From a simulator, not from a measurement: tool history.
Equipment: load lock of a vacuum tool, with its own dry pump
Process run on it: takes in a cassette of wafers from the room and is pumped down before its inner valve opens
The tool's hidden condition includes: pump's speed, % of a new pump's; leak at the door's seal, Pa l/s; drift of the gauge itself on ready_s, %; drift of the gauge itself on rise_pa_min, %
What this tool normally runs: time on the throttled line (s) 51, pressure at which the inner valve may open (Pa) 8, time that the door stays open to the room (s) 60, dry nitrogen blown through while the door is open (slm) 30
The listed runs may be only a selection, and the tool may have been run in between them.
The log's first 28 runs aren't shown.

run	hour	time on the throttled line (s)	pressure at which the inner valve may open (Pa)	time that the door stays open to the room (s)	dry nitrogen blown through while the door is open (slm)	hours that the pump has run since its overhaul	times that the door has closed on its seal	incoming humidity of the room's air, %	time from the closed door until the inner valve may open (s)	rise of the pressure with all valves shut (Pa/min)
29	1994.9	45	8	60	30	5553	5506	46	110.7	0.033
30	2040.1	87	10	38	43	5599	5557	47.6	142.7	0.031
31	2124.3	87	10	113	43	5683	5653	47.4	141.1	0.048
32	2216.8	28	13	113	43	5775	5759	43.9	94.5	0.043
33	2310.7	28	12	76	43	5869	5866	45.4	93.9	0.041
34	2388.1	51	7	29	6	5947	5955	44.1	116.9	0.047
35	2471.8	51	7	29	6	6030	6051	48.2	117.1	0.05
36	2520.1	71	8	63	30	6078	6106	42.4	131.4	0.04
37	2559.7	51	12	69	16	6118	6151	45.4	111.5	0.05

4 options for the next run, each taken on its own from the tool as it stands now. Forecast them:
A	2610.7	51	10	60	30	6169	6209	43	?	?
B	2610.7	40	9	147	16	6169	6209	46.3	?	?
C	2610.7	51	7	159	16	6169	6209	44.9	?	?
D	2610.7	96	12	64	30	6169	6209	45.6	?	?

run	time from the closed door until the inner valve may open (s)	rise of the pressure with all valves shut (Pa/min)
A	115.1	0.03
B	106.2	0.06
C	115.5	0.069
D	145.8	0.041
The same runs, with their run-to-run variation unchanged, on a tool lacking any hidden condition would have given:
run	time from the closed door until the inner valve may open (s)	rise of the pressure with all valves shut (Pa/min)
A	110.1	0.015
B	101	0.046
C	110.3	0.055
D	141.6	0.027
